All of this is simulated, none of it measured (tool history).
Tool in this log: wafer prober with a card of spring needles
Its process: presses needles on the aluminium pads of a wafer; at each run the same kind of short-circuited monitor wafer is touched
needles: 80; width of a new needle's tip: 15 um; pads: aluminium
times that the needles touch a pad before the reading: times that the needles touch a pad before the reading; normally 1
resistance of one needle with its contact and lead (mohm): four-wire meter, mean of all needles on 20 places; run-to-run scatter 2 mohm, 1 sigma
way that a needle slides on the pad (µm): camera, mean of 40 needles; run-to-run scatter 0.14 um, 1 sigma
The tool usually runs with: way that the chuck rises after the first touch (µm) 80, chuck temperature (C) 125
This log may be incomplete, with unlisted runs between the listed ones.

run	hour	way that the chuck rises after the first touch (µm)	chuck temperature (C)	times that the needles touch a pad before the reading	resistance of one needle with its contact and lead (mohm)	way that a needle slides on the pad (µm)
1	0	80	125	1	223	21.91
2	37.7	80	72	1	261	21.38
3	63.5	80	125	3	225	21.41
4	96.9	80	125	3	223	21.21
5	119.6	80	79	1	239	20.61
6	161.3	69	79	1	219	17.21
7	189.3	69	79	1	311	17.21
8	230.2	73	125	1	282	18.02
9	252.4	73	125	1	264	17.85
10	291.6	80	125	1	262	22.31
11	329	80	125	2	236	22.03
12	364.3	67	93	3	220	18.08
13	402.4	67	93	3	214	17.96
14	429.3	88	93	3	235	23.79
15	465.7	88	93	3	224	23.49
16	489.7	88	93	1	268	24.26
17	520.2	96	76	1	245	26.56
18	549.8	78	33	2	205	21.46
19	572.1	78	33	2	205	21.08
20	589.7	78	108	1	223	20.95
21	623	78	67	1	276	20.92

Missing from the log above: 137 entries noted between runs. For each, name the pair of listed runs it sits between and say how the tool's hidden condition differs from the listed run just before to the listed run just after:
After run 1, before run 2: tips cleaned on abrasive film (hour 4.9); tips cleaned on abrasive film (hour 8.8); tips cleaned on abrasive film (hour 13.6); tips cleaned on abrasive film (hour 17.6); tips cleaned on abrasive film (hour 22.4); tips cleaned on abrasive film (hour 26.3); tips cleaned on abrasive film (hour 31.2); tips cleaned on abrasive film (hour 35.1)
  debris on the tips, nm: 13.1 -> 97.4; way that the needles fall short of the set height, um: 1.82 -> 2.53; tips' diameter, um: 15.64 -> 15.88
  measured result minus the result with no hidden state, resistance of one needle with its contact and lead (mohm): +7 -> +56; way that a needle slides on the pad (µm): -0.51 -> -0.71
After run 2, before run 3: tips cleaned on abrasive film (hour 39.7); tips cleaned on abrasive film (hour 44.6); tips cleaned on abrasive film (hour 49.5); tips cleaned on abrasive film (hour 54.3); tips cleaned on abrasive film (hour 59.2); tips cleaned on abrasive film (hour 63.1)
  debris on the tips, nm: 97.4 -> 25.6; way that the needles fall short of the set height, um: 2.53 -> 3.05; tips' diameter, um: 15.88 -> 16.07
  measured result minus the result with no hidden state, resistance of one needle with its contact and lead (mohm): +56 -> +7; way that a needle slides on the pad (µm): -0.71 -> -0.85
After run 3, before run 4: tips cleaned on abrasive film (hour 67.4); tips cleaned on abrasive film (hour 72.3); tips cleaned on abrasive film (hour 77.1); tips cleaned on abrasive film (hour 82); tips cleaned on abrasive film (hour 86.9); tips cleaned on abrasive film (hour 91.7); tips cleaned on abrasive film (hour 96.6)
  debris on the tips, nm: 25.6 -> 22.7; way that the needles fall short of the set height, um: 3.05 -> 3.77; tips' diameter, um: 16.07 -> 16.32
  measured result minus the result with no hidden state, resistance of one needle with its contact and lead (mohm): +7 -> +6; way that a needle slides on the pad (µm): -0.85 -> -1.05
After run 4, before run 5: tips cleaned on abrasive film (hour 100.8); tips cleaned on abrasive film (hour 104.7); tips cleaned on abrasive film (hour 109.6); tips cleaned on abrasive film (hour 113.5); height of the first contact set anew (hour 114.7); tips cleaned on abrasive film (hour 118.7)
  debris on the tips, nm: 22.7 -> 49.1; way that the needles fall short of the set height, um: 3.77 -> 6.22; tips' diameter, um: 16.32 -> 16.48
  measured result minus the result with no hidden state, resistance of one needle with its contact and lead (mohm): +6 -> +33; way that a needle slides on the pad (µm): -1.05 -> -1.73
After run 5, before run 6: tips cleaned on abrasive film (hour 123.5); tips cleaned on abrasive film (hour 128.4); tips cleaned on abrasive film (hour 133.2); tips cleaned on abrasive film (hour 138.1); tips cleaned on abrasive film (hour 142); tips cleaned on abrasive film (hour 146.9); tips cleaned on abrasive film (hour 151.7); tips cleaned on abrasive film (hour 156.6); tips cleaned on abrasive film (hour 161.3)
  debris on the tips, nm: 49.1 -> 4.7; way that the needles fall short of the set height, um: 6.22 -> 7.1; tips' diameter, um: 16.48 -> 16.78
  measured result minus the result with no hidden state, resistance of one needle with its contact and lead (mohm): +33 -> +8; way that a needle slides on the pad (µm): -1.73 -> -1.98
After run 6, before run 7: tips cleaned on abrasive film (hour 166.1); tips cleaned on abrasive film (hour 171); tips cleaned on abrasive film (hour 175.9); tips cleaned on abrasive film (hour 180.7); tips cleaned on abrasive film (hour 185.6)
  debris on the tips, nm: 4.7 -> 106.3; way that the needles fall short of the set height, um: 7.1 -> 7.56; tips' diameter, um: 16.78 -> 16.95
  measured result minus the result with no hidden state, resistance of one needle with its contact and lead (mohm): +8 -> +102; way that a needle slides on the pad (µm): -1.98 -> -2.11
After run 7, before run 8: tips cleaned on abrasive film (hour 190.3); tips cleaned on abrasive film (hour 195.2); tips cleaned on abrasive film (hour 200.1); tips cleaned on abrasive film (hour 204.9); tips cleaned on abrasive film (hour 209.8); tips cleaned on abrasive film (hour 214.7); tips cleaned on abrasive film (hour 218.6); tips cleaned on abrasive film (hour 223.5); tips cleaned on abrasive film (hour 228.3)
  debris on the tips, nm: 106.3 -> 73.1; way that the needles fall short of the set height, um: 7.56 -> 8.41; tips' diameter, um: 16.95 -> 17.24
  measured result minus the result with no hidden state, resistance of one needle with its contact and lead (mohm): +102 -> +63; way that a needle slides on the pad (µm): -2.11 -> -2.33
After run 8, before run 9: tips cleaned on abrasive film (hour 233.1); tips cleaned on abrasive film (hour 238); tips cleaned on abrasive film (hour 242.9); tips cleaned on abrasive film (hour 247.7); tips cleaned on abrasive film (hour 251.6)
  debris on the tips, nm: 73.1 -> 50; way that the needles fall short of the set height, um: 8.41 -> 8.77; tips' diameter, um: 17.24 -> 17.37
  measured result minus the result with no hidden state, resistance of one needle with its contact and lead (mohm): +63 -> +46; way that a needle slides on the pad (µm): -2.33 -> -2.45
After run 9, before run 10: tips cleaned on abrasive film (hour 256.4); tips cleaned on abrasive film (hour 261.2); tips cleaned on abrasive film (hour 266.1); tips cleaned on abrasive film (hour 270); tips cleaned on abrasive film (hour 274.9); tips cleaned on abrasive film (hour 279.7); height of the first contact set anew, once more (hour 282.9); tips cleaned on abrasive film (hour 284.9); tips cleaned on abrasive film (hour 289.8)
  debris on the tips, nm: 50 -> 81.4; way that the needles fall short of the set height, um: 8.77 -> 0.16; tips' diameter, um: 17.37 -> 17.61
  measured result minus the result with no hidden state, resistance of one needle with its contact and lead (mohm): +46 -> +48; way that a needle slides on the pad (µm): -2.45 -> -0.05
After run 10, before run 11: tips cleaned on abrasive film (hour 294.6); tips cleaned on abrasive film (hour 299.5); tips cleaned on abrasive film (hour 304.3); tips cleaned on abrasive film (hour 309.2); tips cleaned on abrasive film (hour 314.1); tips cleaned on abrasive film (hour 318); tips cleaned on abrasive film (hour 322.9); tips cleaned on abrasive film (hour 327.7)
  debris on the tips, nm: 81.4 -> 56.1; way that the needles fall short of the set height, um: 0.16 -> 0.94; tips' diameter, um: 17.61 -> 17.88
  measured result minus the result with no hidden state, resistance of one needle with its contact and lead (mohm): +48 -> +22; way that a needle slides on the pad (µm): -0.05 -> -0.26
After run 11, before run 12: tips cleaned on abrasive film (hour 331.9); tips cleaned on abrasive film (hour 336.8); tips cleaned on abrasive film (hour 341.7); tips cleaned on abrasive film (hour 345.6); tips cleaned on abrasive film (hour 350.5); tips cleaned on abrasive film (hour 355.3); tips cleaned on abrasive film (hour 360.2); tips cleaned on abrasive film (hour 364.3)
  debris on the tips, nm: 56.1 -> 8.5; way that the needles fall short of the set height, um: 0.94 -> 1.65; tips' diameter, um: 17.88 -> 18.13
  measured result minus the result with no hidden state, resistance of one needle with its contact and lead (mohm): +22 -> +7; way that a needle slides on the pad (µm): -0.26 -> -0.45
After run 12, before run 13: tips cleaned on abrasive film (hour 369.2); tips cleaned on abrasive film (hour 374); tips cleaned on abrasive film (hour 378.9); tips cleaned on abrasive film (hour 383.8); tips cleaned on abrasive film (hour 388.6); tips cleaned on abrasive film (hour 392.5); tips cleaned on abrasive film (hour 397.4); tips cleaned on abrasive film (hour 402.3)
  debris on the tips, nm: 8.5 -> 12.5; way that the needles fall short of the set height, um: 1.65 -> 2.32; tips' diameter, um: 18.13 -> 18.37
  measured result minus the result with no hidden state, resistance of one needle with its contact and lead (mohm): +7 -> +8; way that a needle slides on the pad (µm): -0.45 -> -0.65
After run 13, before run 14: tips cleaned on abrasive film (hour 406.3); tips cleaned on abrasive film (hour 411.2); tips cleaned on abrasive film (hour 416); tips cleaned on abrasive film (hour 420.9); tips cleaned on abrasive film (hour 425.8)
  debris on the tips, nm: 12.5 -> 113.9; way that the needles fall short of the set height, um: 2.32 -> 2.77; tips' diameter, um: 18.37 -> 18.52
  measured result minus the result with no hidden state, resistance of one needle with its contact and lead (mohm): +8 -> +27; way that a needle slides on the pad (µm): -0.65 -> -0.77
After run 14, before run 15: tips cleaned on abrasive film (hour 430.4); tips cleaned on abrasive film (hour 435.2); tips cleaned on abrasive film (hour 440.1); tips cleaned on abrasive film (hour 445); tips cleaned on abrasive film (hour 449.8); tips cleaned on abrasive film (hour 454.7); tips cleaned on abrasive film (hour 459.6); tips cleaned on abrasive film (hour 464.4)
  debris on the tips, nm: 113.9 -> 48.6; way that the needles fall short of the set height, um: 2.77 -> 3.45; tips' diameter, um: 18.52 -> 18.76
  measured result minus the result with no hidden state, resistance of one needle with its contact and lead (mohm): +27 -> +14; way that a needle slides on the pad (µm): -0.77 -> -0.97
After run 15, before run 16: tips cleaned on abrasive film (hour 468.6); tips cleaned on abrasive film (hour 472.5); tips cleaned on abrasive film (hour 477.4); tips cleaned on abrasive film (hour 481.3); tips cleaned on abrasive film (hour 486.2); height of the first contact set anew (hour 489.7)
  debris on the tips, nm: 48.6 -> 105.5; way that the needles fall short of the set height, um: 3.45 -> 0; tips' diameter, um: 18.76 -> 18.91
  measured result minus the result with no hidden state, resistance of one needle with its contact and lead (mohm): +14 -> +62; way that a needle slides on the pad (µm): -0.97 -> +0
After run 16, before run 17: tips cleaned on abrasive film (hour 490.8); tips cleaned on abrasive film (hour 494.7); tips cleaned on abrasive film (hour 499.6); tips cleaned on abrasive film (hour 504.4); tips cleaned on abrasive film (hour 508.3); tips cleaned on abrasive film (hour 513.2); tips cleaned on abrasive film (hour 518.1)
  debris on the tips, nm: 105.5 -> 81.4; way that the needles fall short of the set height, um: 0 -> 0.62; tips' diameter, um: 18.91 -> 19.13
  measured result minus the result with no hidden state, resistance of one needle with its contact and lead (mohm): +62 -> +44; way that a needle slides on the pad (µm): +0 -> -0.17
After run 17, before run 18: tips cleaned on abrasive film (hour 522.2); tips cleaned on abrasive film (hour 526.1); tips cleaned on abrasive film (hour 531); tips cleaned on abrasive film (hour 535.9); tips cleaned on abrasive film (hour 540.7); tips cleaned on abrasive film (hour 545.6); tips cleaned on abrasive film (hour 549.8)
  debris on the tips, nm: 81.4 -> 7.5; way that the needles fall short of the set height, um: 0.62 -> 1.22; tips' diameter, um: 19.13 -> 19.34
  measured result minus the result with no hidden state, resistance of one needle with its contact and lead (mohm): +44 -> +7; way that a needle slides on the pad (µm): -0.17 -> -0.34
After run 18, before run 19: tips cleaned on abrasive film (hour 553.7); tips cleaned on abrasive film (hour 558.5); tips cleaned on abrasive film (hour 563.4); tips cleaned on abrasive film (hour 567.3); tips cleaned on abrasive film (hour 572.1)
  debris on the tips, nm: 7.5 -> 6.2; way that the needles fall short of the set height, um: 1.22 -> 1.66; tips' diameter, um: 19.34 -> 19.49
  measured result minus the result with no hidden state, resistance of one needle with its contact and lead (mohm): +7 -> +7; way that a needle slides on the pad (µm): -0.34 -> -0.46
After run 19, before run 20: tips cleaned on abrasive film (hour 577); tips cleaned on abrasive film (hour 580.9); tips cleaned on abrasive film (hour 585.8); tips cleaned on abrasive film (hour 589.7)
  debris on the tips, nm: 6.2 -> 5.3; way that the needles fall short of the set height, um: 1.66 -> 2.02; tips' diameter, um: 19.49 -> 19.61
  measured result minus the result with no hidden state, resistance of one needle with its contact and lead (mohm): +7 -> +9; way that a needle slides on the pad (µm): -0.46 -> -0.56
After run 20, before run 21: tips cleaned on abrasive film (hour 593.6); tips cleaned on abrasive film (hour 598.5); tips cleaned on abrasive film (hour 603.4); tips cleaned on abrasive film (hour 607.3); tips cleaned on abrasive film (hour 612.2); tips cleaned on abrasive film (hour 616.1); tips cleaned on abrasive film (hour 620.9)
  debris on the tips, nm: 5.3 -> 81.4; way that the needles fall short of the set height, um: 2.02 -> 2.65; tips' diameter, um: 19.61 -> 19.84
  measured result minus the result with no hidden state, resistance of one needle with its contact and lead (mohm): +9 -> +73; way that a needle slides on the pad (µm): -0.56 -> -0.73
